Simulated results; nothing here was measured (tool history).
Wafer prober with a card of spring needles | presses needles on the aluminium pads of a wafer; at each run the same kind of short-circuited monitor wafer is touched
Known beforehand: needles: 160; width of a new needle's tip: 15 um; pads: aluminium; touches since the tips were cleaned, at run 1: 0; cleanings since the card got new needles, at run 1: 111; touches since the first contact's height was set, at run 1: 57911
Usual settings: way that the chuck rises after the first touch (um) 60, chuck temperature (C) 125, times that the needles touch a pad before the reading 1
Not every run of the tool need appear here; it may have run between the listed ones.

run,hour,way that the chuck rises after the first touch (um),chuck temperature (C),times that the needles touch a pad before the reading,touches since the tips were cleaned,cleanings since the card got new needles,touches since the first contact's height was set,resistance of one needle with its contact and lead (mohm),way that a needle slides on the pad (um)
1,0,60,125,1,0,111,57911,259,9.49
# hour 6.9: tips cleaned on abrasive film
# hour 12.4: tips cleaned on abrasive film
# hour 18: tips cleaned on abrasive film
2,21,60,125,1,1047,114,65093,266,9.39
# hour 23.8: tips cleaned on abrasive film
# hour 29.3: tips cleaned on abrasive film
# hour 34.9: tips cleaned on abrasive film
# hour 40.4: tips cleaned on abrasive film
3,42.6,60,125,1,758,118,72453,267,9.5
# hour 46.8: tips cleaned on abrasive film
# hour 52.3: tips cleaned on abrasive film
# hour 57.8: tips cleaned on abrasive film
# hour 63.4: tips cleaned on abrasive film
# hour 70.3: tips cleaned on abrasive film
4,72.4,60,125,1,743,123,82636,266,9.37
# hour 76.6: tips cleaned on abrasive film
# hour 82.1: tips cleaned on abrasive film
# hour 88.8: tips cleaned on abrasive film
# hour 94.3: tips cleaned on abrasive film
5,97.7,60,125,1,1160,127,91268,266,9.23
# hour 100.5: tips cleaned on abrasive film
# hour 106: tips cleaned on abrasive film
# hour 111.6: tips cleaned on abrasive film
# hour 117.1: tips cleaned on abrasive film
# hour 124: tips cleaned on abrasive film
6,126.8,60,125,1,969,132,101200,267,9.36
# hour 129.6: tips cleaned on abrasive film
# hour 136.4: tips cleaned on abrasive film
# hour 143.3: tips cleaned on abrasive film
# hour 149.9: tips cleaned on abrasive film
7,149.9,60,125,1,0,136,109099,260,9.26
# hour 155.4: tips cleaned on abrasive film
# hour 162.3: tips cleaned on abrasive film
# hour 167.9: tips cleaned on abrasive film
8,172.8,60,76,1,1697,139,116931,262,9.04
# hour 174.2: tips cleaned on abrasive film
# hour 179.8: tips cleaned on abrasive film
# hour 185.3: tips cleaned on abrasive film
9,187.4,60,76,1,743,142,121922,256,9.11
# hour 191.6: tips cleaned on abrasive film
# hour 198.5: tips cleaned on abrasive film
# hour 205.4: tips cleaned on abrasive film
10,209.9,60,76,1,1565,145,129611,265,8.89
# hour 211.3: tips cleaned on abrasive film
# hour 218.2: tips cleaned on abrasive film
# hour 223.8: tips cleaned on abrasive film
# hour 229.3: tips cleaned on abrasive film
11,231.3,60,125,1,697,149,136918,267,8.73
# hour 235.5: tips cleaned on abrasive film
# hour 241: tips cleaned on abrasive film
# hour 246.5: tips cleaned on abrasive film
12,251.6,60,125,1,1770,152,143868,278,8.67
# hour 253.1: tips cleaned on abrasive film
# hour 260: tips cleaned on abrasive film
# hour 265.5: tips cleaned on abrasive film
# hour 272.3: tips cleaned on abrasive film
# hour 279.2: tips cleaned on abrasive film
13,281.4,60,125,1,759,157,154022,266,8.76
# hour 285.5: tips cleaned on abrasive film
# hour 291.1: tips cleaned on abrasive film
# hour 296.6: tips cleaned on abrasive film
# hour 302.2: tips cleaned on abrasive film
14,305.4,60,125,1,1127,161,162228,271,8.73
# hour 308.2: tips cleaned on abrasive film
# hour 313.8: tips cleaned on abrasive film
# hour 319.3: tips cleaned on abrasive film
# hour 322.3: height of the first contact set anew
# hour 325.1: tips cleaned on abrasive film
15,328.7,55,58,1,1251,165,2195,254,9.46
# hour 331.6: tips cleaned on abrasive film
# hour 337.1: tips cleaned on abrasive film
# hour 344: tips cleaned on abrasive film
# hour 350.9: tips cleaned on abrasive film
16,355.4,51,125,2,1571,169,11309,270,8.55
# hour 356.8: tips cleaned on abrasive film
# hour 362.4: tips cleaned on abrasive film
# hour 367.9: tips cleaned on abrasive film
17,368.7,42,52,1,288,172,15843,257,6.79
# hour 374.3: tips cleaned on abrasive film
# hour 381.1: tips cleaned on abrasive film
# hour 386.6: tips cleaned on abrasive film
# hour 392.1: tips cleaned on abrasive film
18,393.8,62,39,2,584,176,24418,243,9.99
# hour 397.9: tips cleaned on abrasive film
# hour 404.8: tips cleaned on abrasive film
# hour 411.7: tips cleaned on abrasive film
# hour 418.5: tips cleaned on abrasive film
19,418.6,42,125,1,16,180,32869,270,6.87
# hour 424.1: tips cleaned on abrasive film
# hour 429.6: tips cleaned on abrasive film
# hour 436.5: tips cleaned on abrasive film
20,441.3,74,48,3,1662,183,40660,239,12.36
# hour 442.8: tips cleaned on abrasive film
# hour 448.3: tips cleaned on abrasive film
# hour 453.8: tips cleaned on abrasive film
# hour 459.4: tips cleaned on abrasive film
# hour 464.9: tips cleaned on abrasive film
21,469.9,74,48,3,1743,188,50426,239,12.07
# hour 471.4: tips cleaned on abrasive film
# hour 478.3: tips cleaned on abrasive film
# hour 483.8: tips cleaned on abrasive film
# hour 490.7: tips cleaned on abrasive film
# hour 496.2: tips cleaned on abrasive film
22,499.4,60,54,1,1118,193,60502,252,9.66
# hour 502.3: tips cleaned on abrasive film
# hour 507.8: tips cleaned on abrasive film
23,513,60,54,1,1802,195,65136,258,9.48
# hour 514.4: tips cleaned on abrasive film
# hour 520: tips cleaned on abrasive film
# hour 525.5: tips cleaned on abrasive film
24,528,62,54,1,863,198,70246,250,9.77
# hour 532.1: tips cleaned on abrasive film
# hour 537.7: tips cleaned on abrasive film
# hour 543.2: tips cleaned on abrasive film
# hour 550.1: tips cleaned on abrasive film
25,555.4,54,125,1,1849,202,79614,283,8.41
# hour 556.8: tips cleaned on abrasive film
# hour 562.4: tips cleaned on abrasive film
# hour 569.2: tips cleaned on abrasive film
26,571.8,54,38,2,905,205,85218,253,8.34
# hour 576: tips cleaned on abrasive film
# hour 581.5: tips cleaned on abrasive film
# hour 588.4: tips cleaned on abrasive film
27,593.2,47,99,2,1659,208,92523,279,7.07

Pick out some run-to-run changes in resistance of one needle with its contact and lead (mohm). Of each, how much would a tool without hidden state show as well, from the settings, what came in and chance, and how much is left for the hidden state and any gauge scatter not in both results compared?
The hidden state here: debris on the tips, nm; way that the needles fall short of the set height, um; tips' diameter, um; drift of the gauge itself on contact_mohm, %; drift of the gauge itself on scrub_um, %.
Run 7 -> 8: chuck temperature (C) 125 -> 76, tips cleaned on abrasive film, tips cleaned on abrasive film, tips cleaned on abrasive film. resistance of one needle with its contact and lead (mohm) +2: hidden state +17, all else -15.
Run 19 -> 20: way that the chuck rises after the first touch (um) 42 -> 74, chuck temperature (C) 125 -> 48, times that the needles touch a pad before the reading 1 -> 3, tips cleaned on abrasive film, tips cleaned on abrasive film, tips cleaned on abrasive film. resistance of one needle with its contact and lead (mohm) -31: hidden state -2, all else -29.
Run 24 -> 25: way that the chuck rises after the first touch (um) 62 -> 54, chuck temperature (C) 54 -> 125, tips cleaned on abrasive film, tips cleaned on abrasive film, tips cleaned on abrasive film, tips cleaned on abrasive film. resistance of one needle with its contact and lead (mohm) +33: hidden state +15, all else +18.
